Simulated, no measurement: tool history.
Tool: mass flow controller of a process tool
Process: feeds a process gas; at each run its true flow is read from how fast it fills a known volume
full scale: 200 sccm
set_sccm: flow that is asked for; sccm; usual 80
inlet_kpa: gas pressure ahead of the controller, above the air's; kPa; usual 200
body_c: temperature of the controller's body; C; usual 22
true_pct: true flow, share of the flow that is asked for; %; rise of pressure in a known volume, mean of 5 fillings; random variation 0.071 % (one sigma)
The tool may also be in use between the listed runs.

{"run": 1, "day": 0.0, "set_sccm": 80, "inlet_kpa": 200, "body_c": 22, "true_pct": 99.32}
{"run": 2, "day": 7.896, "set_sccm": 80, "inlet_kpa": 200, "body_c": 22, "true_pct": 99.29}
{"run": 3, "day": 14.808, "set_sccm": 80, "inlet_kpa": 200, "body_c": 22, "true_pct": 99.23}
{"run": 4, "day": 24.517, "set_sccm": 80, "inlet_kpa": 200, "body_c": 23, "true_pct": 99.15}
{"run": 5, "day": 33.408, "set_sccm": 80, "inlet_kpa": 200, "body_c": 23, "true_pct": 99.13}
{"day": 34.204, "done": "controller's zero set anew"}
{"run": 6, "day": 42.762, "set_sccm": 80, "inlet_kpa": 200, "body_c": 23, "true_pct": 99.29}
{"run": 7, "day": 49.067, "set_sccm": 97, "inlet_kpa": 200, "body_c": 23, "true_pct": 99.15}
{"run": 8, "day": 57.771, "set_sccm": 37, "inlet_kpa": 190, "body_c": 23, "true_pct": 100.03}
{"day": 67.846, "done": "controller's zero set anew, once more"}
{"run": 9, "day": 68.721, "set_sccm": 37, "inlet_kpa": 190, "body_c": 23, "true_pct": 98.39}
{"run": 10, "day": 80.367, "set_sccm": 25, "inlet_kpa": 268, "body_c": 22, "true_pct": 98.69}
{"run": 11, "day": 87.388, "set_sccm": 25, "inlet_kpa": 268, "body_c": 22, "true_pct": 98.8}

Forecast each of these 5 alternatives for the next run:
{"run": "A", "day": 99.208, "set_sccm": 25, "inlet_kpa": 226, "body_c": 22, "true_pct": "?"}
{"run": "B", "day": 99.208, "set_sccm": 80, "inlet_kpa": 160, "body_c": 34, "true_pct": "?"}
{"run": "C", "day": 99.208, "set_sccm": 80, "inlet_kpa": 188, "body_c": 32, "true_pct": "?"}
{"run": "D", "day": 99.208, "set_sccm": 80, "inlet_kpa": 176, "body_c": 36, "true_pct": "?"}
{"run": "E", "day": 99.208, "set_sccm": 137, "inlet_kpa": 146, "body_c": 25, "true_pct": "?"}

run=A true_pct=98.63
run=B true_pct=96.82
run=C true_pct=97.20
run=D true_pct=96.86
run=E true_pct=98.04
Without the tool's hidden state the same runs would have given:
run=A true_pct=99.71
run=B true_pct=98.13
run=C true_pct=98.51
run=D true_pct=98.17
run=E true_pct=99.39

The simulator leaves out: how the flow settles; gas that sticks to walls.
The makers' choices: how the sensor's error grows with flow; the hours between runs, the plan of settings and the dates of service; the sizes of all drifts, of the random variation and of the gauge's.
